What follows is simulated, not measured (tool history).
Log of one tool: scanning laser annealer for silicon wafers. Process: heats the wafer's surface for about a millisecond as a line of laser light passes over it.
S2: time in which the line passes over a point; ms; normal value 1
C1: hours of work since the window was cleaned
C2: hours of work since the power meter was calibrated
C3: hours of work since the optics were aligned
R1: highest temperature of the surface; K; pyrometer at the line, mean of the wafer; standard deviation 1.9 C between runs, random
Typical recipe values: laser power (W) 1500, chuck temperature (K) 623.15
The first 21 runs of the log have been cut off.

run 22 day=9.4 | laser_power_(W)=1345 S2=0.82 chuck_temperature_(K)=623.15 | C1=227 C2=350 C3=238 | R1=1285.15
run 23 day=9.679 | laser_power_(W)=1407 S2=0.81 chuck_temperature_(K)=652.15 | C1=231 C2=354 C3=241 | R1=1342.15
run 24 day=10.058 | laser_power_(W)=1326 S2=1 chuck_temperature_(K)=606.15 | C1=236 C2=359 C3=246 | R1=1319.15
run 25 day=10.504 | laser_power_(W)=1326 S2=1 chuck_temperature_(K)=657.15 | C1=242 C2=365 C3=252 | R1=1366.15
run 26 day=10.967 | laser_power_(W)=1326 S2=1 chuck_temperature_(K)=658.15 | C1=248 C2=371 C3=258 | R1=1369.15
run 27 day=11.275 | laser_power_(W)=1326 S2=1 chuck_temperature_(K)=658.15 | C1=252 C2=375 C3=262 | R1=1366.15
run 28 day=11.854 | laser_power_(W)=1317 S2=0.75 chuck_temperature_(K)=597.15 | C1=259 C2=382 C3=270 | R1=1224.15
run 29 day=12.162 | laser_power_(W)=1399 S2=0.94 chuck_temperature_(K)=608.15 | C1=263 C2=386 C3=274 | R1=1337.15
run 30 day=12.696 | laser_power_(W)=1395 S2=1 chuck_temperature_(K)=623.15 | C1=270 C2=393 C3=281 | R1=1367.15
run 31 day=13.142 | laser_power_(W)=1632 S2=0.88 chuck_temperature_(K)=623.15 | C1=276 C2=399 C3=287 | R1=1453.15
run 32 day=13.446 | laser_power_(W)=1482 S2=1.01 chuck_temperature_(K)=623.15 | C1=280 C2=403 C3=291 | R1=1419.15
run 33 day=13.983 | laser_power_(W)=1472 S2=1.01 chuck_temperature_(K)=623.15 | C1=287 C2=410 C3=298 | R1=1417.15
run 34 day=14.538 | laser_power_(W)=1465 S2=0.99 chuck_temperature_(K)=623.15 | C1=294 C2=418 C3=305 | R1=1405.15
run 35 day=14.804 | laser_power_(W)=1500 S2=0.73 chuck_temperature_(K)=608.15 | C1=298 C2=421 C3=309 | R1=1311.15
run 36 day=15.242 | laser_power_(W)=1400 S2=1.23 chuck_temperature_(K)=603.15 | C1=304 C2=427 C3=314 | R1=1419.15
run 37 day=15.708 | laser_power_(W)=1400 S2=1.23 chuck_temperature_(K)=603.15 | C1=310 C2=433 C3=320 | R1=1417.15
run 38 day=16.021 | laser_power_(W)=1500 S2=1.05 chuck_temperature_(K)=617.15 | C1=314 C2=437 C3=324 | R1=1435.15
run 39 day=16.5 | laser_power_(W)=1434 S2=0.85 chuck_temperature_(K)=623.15 | C1=320 C2=443 C3=331 | R1=1336.15
run 40 day=17.092 | laser_power_(W)=1434 S2=0.85 chuck_temperature_(K)=623.15 | C1=328 C2=451 C3=338 | R1=1338.15
run 41 day=17.442 | laser_power_(W)=1500 S2=0.92 chuck_temperature_(K)=652.15 | C1=332 C2=456 C3=343 | R1=1424.15
run 42 day=18.096 | laser_power_(W)=1447 S2=1.07 chuck_temperature_(K)=589.15 | C1=341 C2=464 C3=352 | R1=1384.15

Alternative continuations, all from the tool just after run 42; predict every row:
-- day=18.338 window over the wafer cleaned
run A day=18.692 | laser_power_(W)=1342 S2=0.78 chuck_temperature_(K)=599.15 | C1=5 C2=471 C3=358 | R1=?
-- day=18.338 window over the wafer cleaned
run B day=18.692 | laser_power_(W)=1500 S2=1 chuck_temperature_(K)=595.15 | C1=5 C2=471 C3=358 | R1=?
-- day=18.338 window over the wafer cleaned
run C day=18.692 | laser_power_(W)=1500 S2=1 chuck_temperature_(K)=607.15 | C1=5 C2=471 C3=358 | R1=?

run=A R1=1260.15
run=B R1=1412.15
run=C R1=1421.15
Without the tool's hidden state the same runs would have given:
run=A R1=1269.15
run=B R1=1423.15
run=C R1=1432.15

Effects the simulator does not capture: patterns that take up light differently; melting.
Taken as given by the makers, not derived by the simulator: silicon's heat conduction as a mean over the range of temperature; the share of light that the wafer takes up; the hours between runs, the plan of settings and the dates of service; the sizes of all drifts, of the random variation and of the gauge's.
